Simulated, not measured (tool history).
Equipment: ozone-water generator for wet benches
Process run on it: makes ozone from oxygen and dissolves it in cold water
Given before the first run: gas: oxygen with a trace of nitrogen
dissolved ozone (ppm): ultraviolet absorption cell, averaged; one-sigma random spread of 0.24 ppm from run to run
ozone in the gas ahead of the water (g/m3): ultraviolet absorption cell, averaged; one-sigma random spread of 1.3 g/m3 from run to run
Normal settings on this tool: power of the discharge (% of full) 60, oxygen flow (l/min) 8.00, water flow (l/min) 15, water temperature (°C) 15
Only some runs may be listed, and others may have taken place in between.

run,hour,power of the discharge (% of full),oxygen flow (l/min),water flow (l/min),water temperature (°C),dissolved ozone (ppm),ozone in the gas ahead of the water (g/m3)
1,0.0,60,8.00,15,15,34.5,239.3
2,132.6,60,8.00,15,15,34.4,241.6
3,196.0,60,8.00,15,15,34.6,239.4
4,277.1,60,8.00,15,15,34.3,236.1
5,344.0,60,8.00,15,15,34.1,237.8
6,451.9,60,8.00,15,15,34.2,239.2
7,588.0,60,8.00,15,15,33.4,236.0
# hour 596.2: water thermometer calibrated
8,674.9,60,13.55,15,8,35.0,176.9
9,740.9,52,13.55,15,8,32.0,163.9
10,802.6,92,9.74,15,12,43.6,272.2
11,930.6,97,9.67,15,8,47.6,277.0
# hour 954.8: water thermometer calibrated, once more
12,1070.8,84,13.00,10,10,52.1,216.5

Here are 3 independent what-if runs from the current tool condition. What would each one return?
A,1153.4,57,10.03,10,19,?,?
B,1153.4,60,8.00,14,19,?,?
C,1153.4,84,8.83,11,14,?,?

run,dissolved ozone (ppm),ozone in the gas ahead of the water (g/m3)
A,35.7,198.4
B,31.7,230.6
C,49.3,262.5
Without the tool's hidden state the same runs would have given:
run,dissolved ozone (ppm),ozone in the gas ahead of the water (g/m3)
A,39.0,207.1
B,35.0,241.1
C,54.5,277.1

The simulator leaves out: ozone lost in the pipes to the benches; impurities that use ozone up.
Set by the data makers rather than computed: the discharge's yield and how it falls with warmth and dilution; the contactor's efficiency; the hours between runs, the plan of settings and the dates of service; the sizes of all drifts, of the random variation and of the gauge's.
